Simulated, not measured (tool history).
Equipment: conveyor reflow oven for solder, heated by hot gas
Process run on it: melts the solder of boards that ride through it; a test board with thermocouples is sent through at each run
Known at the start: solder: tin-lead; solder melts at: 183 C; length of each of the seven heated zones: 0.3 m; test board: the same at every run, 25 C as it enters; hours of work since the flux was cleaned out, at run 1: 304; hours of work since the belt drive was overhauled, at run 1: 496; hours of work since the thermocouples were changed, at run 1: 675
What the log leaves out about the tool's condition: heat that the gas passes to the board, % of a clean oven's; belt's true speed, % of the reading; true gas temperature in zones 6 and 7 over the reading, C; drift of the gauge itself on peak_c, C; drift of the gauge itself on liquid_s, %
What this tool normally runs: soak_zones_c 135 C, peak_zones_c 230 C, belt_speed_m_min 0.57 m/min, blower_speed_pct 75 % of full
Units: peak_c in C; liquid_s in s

| run | hour | soak_zones_c | peak_zones_c | belt_speed_m_min | blower_speed_pct | hours of work since the flux was cleaned out | hours of work since the belt drive was overhauled | hours of work since the thermocouples were changed | peak_c | liquid_s |
|---|---|---|---|---|---|---|---|---|---|---|
| 1 | 0 | 135 | 230 | 0.57 | 75 | 304 | 496 | 675 | 206.5 | 37.7 |
| 2 | 12.6 | 135 | 230 | 0.57 | 75 | 314 | 506 | 685 | 206.8 | 37.9 |
| 3 | 21.4 | 135 | 230 | 0.57 | 75 | 321 | 513 | 692 | 207.1 | 37.5 |
| 4 | 29.4 | 135 | 230 | 0.57 | 75 | 327 | 520 | 698 | 206.8 | 38.2 |
| 5 | 39.1 | 135 | 242 | 0.57 | 75 | 335 | 527 | 706 | 215.7 | 44.4 |
| 6 | 48.4 | 135 | 230 | 0.57 | 75 | 342 | 535 | 713 | 207.3 | 36.3 |
| 7 | 61 | 137 | 230 | 0.57 | 75 | 352 | 545 | 723 | 207.1 | 38.1 |
| 8 | 72.9 | 137 | 230 | 0.57 | 75 | 362 | 554 | 733 | 206.6 | 37.6 |
| 9 | 83.4 | 137 | 230 | 0.57 | 75 | 370 | 563 | 741 | 206.6 | 38.1 |
| 10 | 92 | 137 | 230 | 0.57 | 75 | 377 | 569 | 748 | 206.2 | 38.8 |
| 11 | 98.7 | 135 | 230 | 0.57 | 75 | 382 | 575 | 753 | 206 | 36.8 |
|  | 103.8 | belt drive overhauled, speed set with a stopwatch |
| 12 | 116.9 | 135 | 230 | 0.57 | 75 | 393 | 10 | 765 | 206.3 | 36.6 |
|  | 125 | flux residue cleaned out of gas plates and filters |
| 13 | 137.2 | 126 | 222 | 0.654 | 55 | 10 | 22 | 777 | 187.9 | 9.2 |
| 14 | 145.9 | 126 | 222 | 0.654 | 55 | 17 | 29 | 784 | 188.4 | 9 |
|  | 152.7 | belt drive overhauled, speed set with a stopwatch, once more |
| 15 | 162.1 | 145 | 222 | 0.637 | 89 | 26 | 7 | 793 | 206.3 | 36.4 |
| 16 | 172.8 | 126 | 234 | 0.646 | 75 | 35 | 16 | 802 | 205.6 | 29.2 |
| 17 | 184.8 | 141 | 226 | 0.506 | 75 | 44 | 25 | 811 | 211.9 | 49.6 |
| 18 | 196.4 | 141 | 226 | 0.506 | 75 | 53 | 35 | 821 | 211.5 | 49.8 |
| 19 | 212.8 | 141 | 226 | 0.506 | 75 | 66 | 48 | 834 | 211.8 | 49.9 |
| 20 | 219.5 | 141 | 226 | 0.506 | 75 | 72 | 53 | 839 | 211.9 | 49.5 |
| 21 | 231.2 | 141 | 226 | 0.506 | 75 | 81 | 62 | 848 | 211.1 | 50.3 |

Below, each run's measurement less what the same run would have read without the hidden state. Both values contain the same run-to-run variation, but the gauge's scatter may not be the same in both:
| run | peak_c | liquid_s |
|---|---|---|
| 1 | -2.4 | -2.1 |
| 2 | -2.5 | -2.3 |
| 3 | -2.6 | -2.4 |
| 4 | -2.6 | -2.4 |
| 5 | -3 | -1.8 |
| 6 | -2.8 | -2.6 |
| 7 | -2.8 | -2.6 |
| 8 | -2.9 | -2.7 |
| 9 | -3 | -2.8 |
| 10 | -3 | -2.9 |
| 11 | -3.2 | -3.1 |
| 12 | -3.1 | -2.8 |
| 13 | +1.8 | +3 |
| 14 | +1.7 | +2.9 |
| 15 | +0.9 | +0.6 |
| 16 | +0.6 | +0.4 |
| 17 | +0.8 | +0.6 |
| 18 | +0.7 | +0.4 |
| 19 | +0.6 | +0.3 |
| 20 | +0.6 | +0.3 |
| 21 | +0.5 | +0.3 |

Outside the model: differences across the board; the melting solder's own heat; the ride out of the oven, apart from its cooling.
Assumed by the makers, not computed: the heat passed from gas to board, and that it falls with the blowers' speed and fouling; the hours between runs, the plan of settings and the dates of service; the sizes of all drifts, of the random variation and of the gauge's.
